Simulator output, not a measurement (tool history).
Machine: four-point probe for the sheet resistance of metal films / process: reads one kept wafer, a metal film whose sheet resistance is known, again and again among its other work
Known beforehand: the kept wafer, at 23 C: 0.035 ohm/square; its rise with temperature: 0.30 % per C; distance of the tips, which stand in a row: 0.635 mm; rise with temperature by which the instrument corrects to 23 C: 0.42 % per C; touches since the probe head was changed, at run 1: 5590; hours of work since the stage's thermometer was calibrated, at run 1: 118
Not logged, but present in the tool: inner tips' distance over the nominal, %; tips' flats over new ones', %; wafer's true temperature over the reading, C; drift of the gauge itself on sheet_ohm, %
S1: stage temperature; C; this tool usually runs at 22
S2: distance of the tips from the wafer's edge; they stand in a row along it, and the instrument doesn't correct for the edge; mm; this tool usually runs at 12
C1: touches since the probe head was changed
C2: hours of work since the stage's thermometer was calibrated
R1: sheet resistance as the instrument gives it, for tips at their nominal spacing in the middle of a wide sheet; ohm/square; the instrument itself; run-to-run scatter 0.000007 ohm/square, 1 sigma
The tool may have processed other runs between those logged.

run   hour  S1  S2    C1   C2        R1
  1    0.0  22  12  5590  118  0.035106
  2   13.1  22  12  5729  124  0.035103
  3   24.7  20  12  5852  130  0.035190
  4   32.3  20  12  5933  134  0.035187
  5   43.5  20  12  6052  140  0.035189
  6   53.1  24  12  6153  145  0.035032
  7   67.9  22  12  6311  152  0.035118
  8   81.6  27  12  6457  159  0.034917
  9   87.9  27  12  6523  162  0.034917
 10  102.8  22  12  6681  170  0.035122
 11  111.0  22  24  6769  174  0.035068
 12  124.1  22  24  6908  181  0.035065
 13  136.0  22  24  7034  187  0.035078
 14  144.4  22  24  7123  191  0.035076
 15  158.6  22  24  7274  198  0.035068
 16  174.2  22  24  7439  206  0.035076
 17  182.5  22  24  7527  210  0.035067
 18  190.2  22  24  7609  214  0.035061
 19  196.5  22  24  7676  217  0.035074
 20  208.7  22  24  7806  224  0.035061
 21  221.2  18  63  7938  230  0.035226
 22  228.4  18  63  8014  233  0.035218
 23  241.6  19  20  8155  240  0.035188
     243.5  -- stage's thermometer calibrated
 24  253.3  19  15  8273    5  0.035214
 25  266.7  35  15  8416   12  0.034591
 26  273.3  35  15  8486   15  0.034605
     280.8  -- stage's thermometer calibrated, once more
 27  280.8  30   5  8560    0  0.035038
 28  296.4  30  68  8725    8  0.034741
 29  302.8  26  20  8794   11  0.034909
 30  317.3  26  32  8947   18  0.034899
 31  327.0  26  32  9050   23  0.034897
 32  340.4  26  32  9193   30  0.034900
 33  348.9  19   4  9283   35  0.035652
 34  359.5  19   4  9395   40  0.035654
 35  371.3  21   4  9520   46  0.035561
 36  381.9  34  34  9633   51  0.034590
 37  396.5  22  34  9787   59  0.035066
 38  408.7  27  33  9917   65  0.034866

Each row is a separate what-if for the run after 38, all from the same tool condition, not one after another. Results?
  A  420.8  33  52  10046  71   ?
  B  420.8  24  37  10046  71   ?
  C  420.8  29  43  10046  71   ?

run        R1
  A  0.034625
  B  0.034972
  C  0.034782
Had the tool no hidden state, the same runs would have come out as:
run        R1
  A  0.034616
  B  0.034963
  C  0.034773
